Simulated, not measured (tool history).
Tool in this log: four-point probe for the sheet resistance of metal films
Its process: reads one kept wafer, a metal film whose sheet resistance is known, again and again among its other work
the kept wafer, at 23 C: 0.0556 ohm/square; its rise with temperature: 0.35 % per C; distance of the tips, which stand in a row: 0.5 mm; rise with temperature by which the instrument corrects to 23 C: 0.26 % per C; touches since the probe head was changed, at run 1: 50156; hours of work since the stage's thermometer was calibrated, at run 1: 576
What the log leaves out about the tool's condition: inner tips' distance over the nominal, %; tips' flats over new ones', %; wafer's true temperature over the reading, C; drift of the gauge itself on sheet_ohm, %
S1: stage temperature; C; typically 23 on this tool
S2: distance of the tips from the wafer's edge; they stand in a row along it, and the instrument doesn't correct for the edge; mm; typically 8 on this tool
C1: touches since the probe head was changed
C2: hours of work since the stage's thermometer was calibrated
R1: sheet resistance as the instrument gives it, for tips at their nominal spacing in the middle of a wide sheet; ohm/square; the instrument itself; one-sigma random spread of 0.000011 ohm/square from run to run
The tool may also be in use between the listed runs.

Run 1, day 0.000: usual settings; C1 50156; C2 576. Result: R1 0.055900 ohm/square.
Run 2, day 3.158: usual settings; C1 51860; C2 622. Result: R1 0.055895 ohm/square.
Run 3, day 6.629: usual settings; C1 53733; C2 673. Result: R1 0.055894 ohm/square.
Run 4, day 10.479: usual settings; C1 55809; C2 729. Result: R1 0.055900 ohm/square.
Run 5, day 12.388: usual settings but S1 29 C; C1 56839; C2 757. Result: R1 0.056177 ohm/square.
Run 6, day 14.246: usual settings; C1 57842; C2 784. Result: R1 0.055882 ohm/square.
Run 7, day 16.354: usual settings; C1 58979; C2 815. Result: R1 0.055906 ohm/square.
Run 8, day 20.004: usual settings; C1 60947; C2 868. Result: R1 0.055895 ohm/square.
Run 9, day 22.658: usual settings; C1 62380; C2 907. Result: R1 0.055901 ohm/square.
Run 10, day 25.188: usual settings but S2 20 mm; C1 63744; C2 944. Result: R1 0.055804 ohm/square.
Run 11, day 27.442: usual settings but S1 34 C, S2 20 mm; C1 64962; C2 977. Result: R1 0.056314 ohm/square.
Run 12, day 29.767: usual settings but S1 34 C, S2 20 mm; C1 66217; C2 1011. Result: R1 0.056286 ohm/square.
At day 30.038: stage's thermometer calibrated.
Run 13, day 32.183: usual settings but S1 29 C, S2 30 mm; C1 67508; C2 31. Result: R1 0.056087 ohm/square.
Run 14, day 33.954: usual settings but S1 32 C, S2 24 mm; C1 68463; C2 57. Result: R1 0.056227 ohm/square.
Run 15, day 35.771: usual settings but S1 34 C, S2 57 mm; C1 69444; C2 84. Result: R1 0.056298 ohm/square.
Run 16, day 38.642: usual settings but S1 30 C, S2 63 mm; C1 70992; C2 126. Result: R1 0.056129 ohm/square.
Run 17, day 40.996: usual settings but S1 30 C, S2 63 mm; C1 72263; C2 160. Result: R1 0.056119 ohm/square.
Run 18, day 43.933: usual settings but S2 34 mm; C1 73848; C2 203. Result: R1 0.055799 ohm/square.

Measured result minus the same run's result without the hidden state. Both carry the same run-to-run variation, though not necessarily the same gauge scatter:
run         R1
  1  +0.000183
  2  +0.000182
  3  +0.000182
  4  +0.000182
  5  +0.000181
  6  +0.000181
  7  +0.000181
  8  +0.000179
  9  +0.000179
 10  +0.000178
 11  +0.000177
 12  +0.000177
 13  +0.000196
 14  +0.000195
 15  +0.000195
 16  +0.000195
 17  +0.000194
 18  +0.000194

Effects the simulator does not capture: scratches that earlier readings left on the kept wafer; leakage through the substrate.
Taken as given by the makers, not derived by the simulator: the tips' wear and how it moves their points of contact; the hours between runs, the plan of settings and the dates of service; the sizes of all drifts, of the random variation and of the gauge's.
